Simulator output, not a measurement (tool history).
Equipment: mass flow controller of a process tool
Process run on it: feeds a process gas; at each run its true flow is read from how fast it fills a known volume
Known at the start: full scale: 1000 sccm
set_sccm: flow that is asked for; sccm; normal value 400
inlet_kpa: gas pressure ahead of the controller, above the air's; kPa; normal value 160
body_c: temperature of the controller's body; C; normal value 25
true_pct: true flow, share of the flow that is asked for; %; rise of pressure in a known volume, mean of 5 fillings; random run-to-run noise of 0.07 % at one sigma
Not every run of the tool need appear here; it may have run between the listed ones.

| run | hour | set_sccm | inlet_kpa | body_c | true_pct |
|---|---|---|---|---|---|
| 1 | 0.0 | 400 | 160 | 25 | 99.10 |
| 2 | 153.1 | 400 | 160 | 25 | 99.09 |
| 3 | 293.4 | 904 | 160 | 25 | 100.52 |
| 4 | 415.0 | 400 | 160 | 25 | 99.29 |
| 5 | 565.6 | 400 | 160 | 25 | 99.18 |
| 6 | 692.3 | 400 | 160 | 25 | 99.19 |
| 7 | 808.2 | 400 | 160 | 25 | 99.27 |
| 8 | 992.2 | 400 | 160 | 25 | 99.09 |
| 9 | 1096.8 | 400 | 160 | 25 | 99.23 |
| 10 | 1208.7 | 400 | 160 | 27 | 99.26 |
| 11 | 1340.0 | 164 | 160 | 27 | 98.21 |
| 12 | 1415.0 | 164 | 150 | 27 | 98.30 |
| 13 | 1561.1 | 164 | 150 | 27 | 98.09 |
| 14 | 1642.5 | 164 | 150 | 27 | 98.20 |
| 15 | 1721.4 | 164 | 194 | 38 | 98.37 |
| 16 | 1887.8 | 201 | 170 | 38 | 98.78 |
| 17 | 2011.8 | 254 | 160 | 21 | 98.46 |
| 18 | 2161.5 | 254 | 160 | 21 | 98.63 |
| 19 | 2238.3 | 148 | 160 | 25 | 97.80 |
| 20 | 2387.5 | 148 | 160 | 25 | 97.91 |
| 21 | 2517.6 | 207 | 160 | 24 | 98.30 |
| 22 | 2691.8 | 400 | 278 | 25 | 98.47 |
| 23 | 2868.9 | 173 | 218 | 25 | 97.70 |
| 24 | 2999.5 | 123 | 150 | 38 | 98.04 |
| 25 | 3111.9 | 440 | 160 | 25 | 99.21 |

3 ways to go on from here, each from the tool as it stands after run 25. What would each give?
| A | 3252.6 | 794 | 198 | 25 | ? |
| B | 3252.6 | 400 | 158 | 32 | ? |
| C | 3252.6 | 400 | 191 | 26 | ? |

| run | true_pct |
|---|---|
| A | 99.94 |
| B | 99.50 |
| C | 99.00 |
The same runs, with their run-to-run variation unchanged, on a tool lacking any hidden condition would have given:
| run | true_pct |
|---|---|
| A | 99.47 |
| B | 99.29 |
| C | 98.79 |

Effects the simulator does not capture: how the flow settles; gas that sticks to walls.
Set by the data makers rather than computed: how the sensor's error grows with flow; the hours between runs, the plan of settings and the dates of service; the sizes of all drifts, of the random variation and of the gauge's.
